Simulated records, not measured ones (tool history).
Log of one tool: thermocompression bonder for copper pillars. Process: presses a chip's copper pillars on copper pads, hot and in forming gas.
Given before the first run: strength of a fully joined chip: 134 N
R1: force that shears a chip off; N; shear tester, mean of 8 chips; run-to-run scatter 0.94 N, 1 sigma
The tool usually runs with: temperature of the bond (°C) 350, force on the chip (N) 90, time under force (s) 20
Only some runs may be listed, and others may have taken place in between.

run 1 hour=0 | temperature_of_the_bond_(°C)=350 force_on_the_chip_(N)=90 time_under_force_(s)=20 | R1=80.4
run 2 hour=25.6 | temperature_of_the_bond_(°C)=350 force_on_the_chip_(N)=90 time_under_force_(s)=20 | R1=80.5
run 3 hour=51.8 | temperature_of_the_bond_(°C)=350 force_on_the_chip_(N)=90 time_under_force_(s)=20 | R1=79.4
run 4 hour=74 | temperature_of_the_bond_(°C)=350 force_on_the_chip_(N)=90 time_under_force_(s)=20 | R1=80.4
run 5 hour=100.5 | temperature_of_the_bond_(°C)=350 force_on_the_chip_(N)=90 time_under_force_(s)=30 | R1=90.2
run 6 hour=118.3 | temperature_of_the_bond_(°C)=350 force_on_the_chip_(N)=90 time_under_force_(s)=20 | R1=78.3
run 7 hour=144.9 | temperature_of_the_bond_(°C)=350 force_on_the_chip_(N)=90 time_under_force_(s)=20 | R1=79.6
run 8 hour=170.1 | temperature_of_the_bond_(°C)=350 force_on_the_chip_(N)=90 time_under_force_(s)=20 | R1=79.3
run 9 hour=196.3 | temperature_of_the_bond_(°C)=350 force_on_the_chip_(N)=90 time_under_force_(s)=20 | R1=78.7
run 10 hour=208.1 | temperature_of_the_bond_(°C)=350 force_on_the_chip_(N)=55 time_under_force_(s)=20 | R1=59.6
run 11 hour=234.8 | temperature_of_the_bond_(°C)=350 force_on_the_chip_(N)=55 time_under_force_(s)=20 | R1=59.9
run 12 hour=249.7 | temperature_of_the_bond_(°C)=350 force_on_the_chip_(N)=55 time_under_force_(s)=20 | R1=60.4
run 13 hour=265.4 | temperature_of_the_bond_(°C)=377 force_on_the_chip_(N)=55 time_under_force_(s)=12 | R1=64.2
run 14 hour=291.7 | temperature_of_the_bond_(°C)=377 force_on_the_chip_(N)=55 time_under_force_(s)=12 | R1=64.7
run 15 hour=308.8 | temperature_of_the_bond_(°C)=377 force_on_the_chip_(N)=55 time_under_force_(s)=12 | R1=65
run 16 hour=330.5 | temperature_of_the_bond_(°C)=370 force_on_the_chip_(N)=101 time_under_force_(s)=15 | R1=89.3
run 17 hour=352 | temperature_of_the_bond_(°C)=351 force_on_the_chip_(N)=61 time_under_force_(s)=15 | R1=58
run 18 hour=372.9 | temperature_of_the_bond_(°C)=377 force_on_the_chip_(N)=113 time_under_force_(s)=11 | R1=91.1

Forecast run 19:
run 19 hour=390.9 | temperature_of_the_bond_(°C)=345 force_on_the_chip_(N)=90 time_under_force_(s)=21 | R1=?

R1: 78.2 N
The same run, on a tool lacking any hidden state, would have yielded R1 78.3 N.

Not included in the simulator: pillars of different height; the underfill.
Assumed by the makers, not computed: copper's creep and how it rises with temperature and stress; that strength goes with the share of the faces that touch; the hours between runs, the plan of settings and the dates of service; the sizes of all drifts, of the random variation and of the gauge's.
